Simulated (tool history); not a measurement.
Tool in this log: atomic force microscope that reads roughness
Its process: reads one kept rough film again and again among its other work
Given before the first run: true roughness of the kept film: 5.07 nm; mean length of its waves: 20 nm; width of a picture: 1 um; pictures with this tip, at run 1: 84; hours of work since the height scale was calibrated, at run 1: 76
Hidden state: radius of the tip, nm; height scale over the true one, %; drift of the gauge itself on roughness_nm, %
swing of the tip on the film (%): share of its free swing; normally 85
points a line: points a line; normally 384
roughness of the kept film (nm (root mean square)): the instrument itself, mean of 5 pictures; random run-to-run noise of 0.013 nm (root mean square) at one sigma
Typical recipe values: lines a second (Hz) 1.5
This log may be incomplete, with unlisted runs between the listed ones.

run   hour  lines a second (Hz)  swing of the tip on the film (%)  points a line  pictures with this tip  hours of work since the height scale was calibrated  roughness of the kept film (nm (root mean square))
  1      0                  1.5                                85            384                      84                                                   76                                               1.912
      10.3  -- new tip fitted
  2   36.3                  1.5                                85            384                      31                                                   92                                               2.524
  3   81.3                  1.5                                85            384                      87                                                  112                                               1.947
      89.5  -- new tip fitted
  4  123.7                  1.5                                85            909                      42                                                  130                                               2.463
  5  143.6                  1.5                                85            384                      66                                                  139                                               2.148
     168.7  -- new tip fitted
  6  172.1                  1.5                                85            384                       5                                                  151                                               2.955
  7  199.3                  1.5                                61            384                      38                                                  163                                               2.739
  8  224.3                  1.5                                61            384                      68                                                  174                                               2.391
     246.7  -- new tip fitted
  9  247.6                  1.5                                85            288                       1                                                  184                                               3.022
 10  273.7                  1.5                                85            288                      33                                                  196                                               2.479
 11  321.5                  1.5                                85            384                      92                                                  217                                               1.887
     325.5  -- new tip fitted
 12  346.1                  1.5                                85            384                      25                                                  227                                               2.578
 13  381.8                  1.5                                85            384                      69                                                  243                                               2.101
     402.8  -- new tip fitted
 14  408.1                  1.5                                85            384                       7                                                  254                                               2.881
 15  429.3                  1.5                                85            734                      33                                                  264                                               2.517
 16  473.9                 1.06                                59            326                      87                                                  283                                               2.214
     482.9  -- new tip fitted
 17  511.3                 1.06                                59            326                      35                                                  300                                               2.788
 18  538.3                 3.01                                63            282                      68                                                  311                                               2.187
     564.1  -- new tip fitted
 19  576.2                 3.01                                63            282                      14                                                  328                                               2.967
     579.7  -- height scale calibrated on a step standard
 20  623.1                 3.47                                85            335                      71                                                   19                                               1.682
     645.1  -- new tip fitted
 21  645.1                 3.47                                85            335                       0                                                   29                                               2.528
 22    680                  1.7                                56            489                      43                                                   44                                               2.702
     723.4  -- new tip fitted
 23  723.5                  1.7                                56            489                       0                                                   63                                               3.565
 24  769.9                 0.51                                80            347                      57                                                   83                                               2.457
     800.8  -- new tip fitted
 25  804.2                 1.35                                80            347                       5                                                   98                                               3.065
     839.4  -- height scale calibrated on a step standard, once more
 26  850.1                 2.59                                85            362                      60                                                    5                                               2.003
     879.2  -- new tip fitted
 27  893.5                 0.51                                67            389                      17                                                   24                                               3.101
 28  923.4                 3.53                                55            353                      54                                                   37                                               2.455

For some of the steps in roughness of the kept film (nm (root mean square)) from one run to the next: how much would appear even if the tool had no hidden state, given the settings, what came in and random variation, and how much remains for the hidden state plus any gauge scatter that the measured result and the result without hidden state don't share?
Run 8 -> 9: swing of the tip on the film (%) 61 -> 85, points a line 384 -> 288, new tip fitted. roughness of the kept film (nm (root mean square)) +0.631: hidden state +1.089, all else -0.458.
Run 19 -> 20: lines a second (Hz) 3.01 -> 3.47, swing of the tip on the film (%) 63 -> 85, points a line 282 -> 335, height scale calibrated on a step standard. roughness of the kept film (nm (root mean square)) -1.285: hidden state -0.57, all else -0.715.
Run 23 -> 24: lines a second (Hz) 1.7 -> 0.51, swing of the tip on the film (%) 56 -> 80, points a line 489 -> 347. roughness of the kept film (nm (root mean square)) -1.108: hidden state -1.01, all else -0.098.

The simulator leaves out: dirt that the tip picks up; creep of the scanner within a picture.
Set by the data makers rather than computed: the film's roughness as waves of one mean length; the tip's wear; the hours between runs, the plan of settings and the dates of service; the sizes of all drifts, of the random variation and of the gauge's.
